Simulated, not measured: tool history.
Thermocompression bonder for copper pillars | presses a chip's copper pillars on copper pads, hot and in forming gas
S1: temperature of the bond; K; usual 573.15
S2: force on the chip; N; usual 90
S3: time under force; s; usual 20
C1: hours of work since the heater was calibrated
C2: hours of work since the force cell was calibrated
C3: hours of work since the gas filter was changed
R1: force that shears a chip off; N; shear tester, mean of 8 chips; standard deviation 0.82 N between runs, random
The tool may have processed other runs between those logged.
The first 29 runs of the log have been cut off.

{"run": 30, "day": 22.562, "S1": 546.15, "S2": 122, "S3": 17, "C1": 608, "C2": 716, "C3": 17, "R1": 73.3}
{"run": 31, "day": 23.412, "S1": 592.15, "S2": 134, "S3": 16, "C1": 624, "C2": 732, "C3": 33, "R1": 112.2}
{"run": 32, "day": 24.054, "S1": 548.15, "S2": 134, "S3": 36, "C1": 636, "C2": 744, "C3": 45, "R1": 100.7}
{"run": 33, "day": 25.129, "S1": 548.15, "S2": 134, "S3": 36, "C1": 656, "C2": 764, "C3": 65, "R1": 99.2}
{"day": 25.971, "done": "force cell calibrated"}
{"run": 34, "day": 25.971, "S1": 573.15, "S2": 83, "S3": 29, "C1": 670, "C2": 0, "C3": 79, "R1": 86.7}
{"run": 35, "day": 26.633, "S1": 582.15, "S2": 90, "S3": 33, "C1": 683, "C2": 12, "C3": 92, "R1": 101.8}
{"run": 36, "day": 27.312, "S1": 573.15, "S2": 96, "S3": 20, "C1": 695, "C2": 25, "C3": 104, "R1": 87.4}
{"run": 37, "day": 28.383, "S1": 573.15, "S2": 96, "S3": 20, "C1": 715, "C2": 45, "C3": 124, "R1": 86.3}
{"run": 38, "day": 28.838, "S1": 573.15, "S2": 96, "S3": 20, "C1": 723, "C2": 53, "C3": 132, "R1": 86.3}
{"run": 39, "day": 29.912, "S1": 570.15, "S2": 90, "S3": 24, "C1": 743, "C2": 73, "C3": 152, "R1": 83.4}

Forecast each of these 4 alternatives for the next run:
{"run": "A", "day": 30.496, "S1": 573.15, "S2": 90, "S3": 34, "C1": 754, "C2": 84, "C3": 163, "R1": "?"}
{"run": "B", "day": 30.496, "S1": 548.15, "S2": 60, "S3": 10, "C1": 754, "C2": 84, "C3": 163, "R1": "?"}
{"run": "C", "day": 30.496, "S1": 568.15, "S2": 95, "S3": 58, "C1": 754, "C2": 84, "C3": 163, "R1": "?"}
{"run": "D", "day": 30.496, "S1": 573.15, "S2": 74, "S3": 20, "C1": 754, "C2": 84, "C3": 163, "R1": "?"}

run=A R1=97.7
run=B R1=32.4
run=C R1=108.1
run=D R1=71.8
Had the tool no hidden state, the same runs would have come out as:
run=A R1=97.7
run=B R1=32.3
run=C R1=108.1
run=D R1=71.8
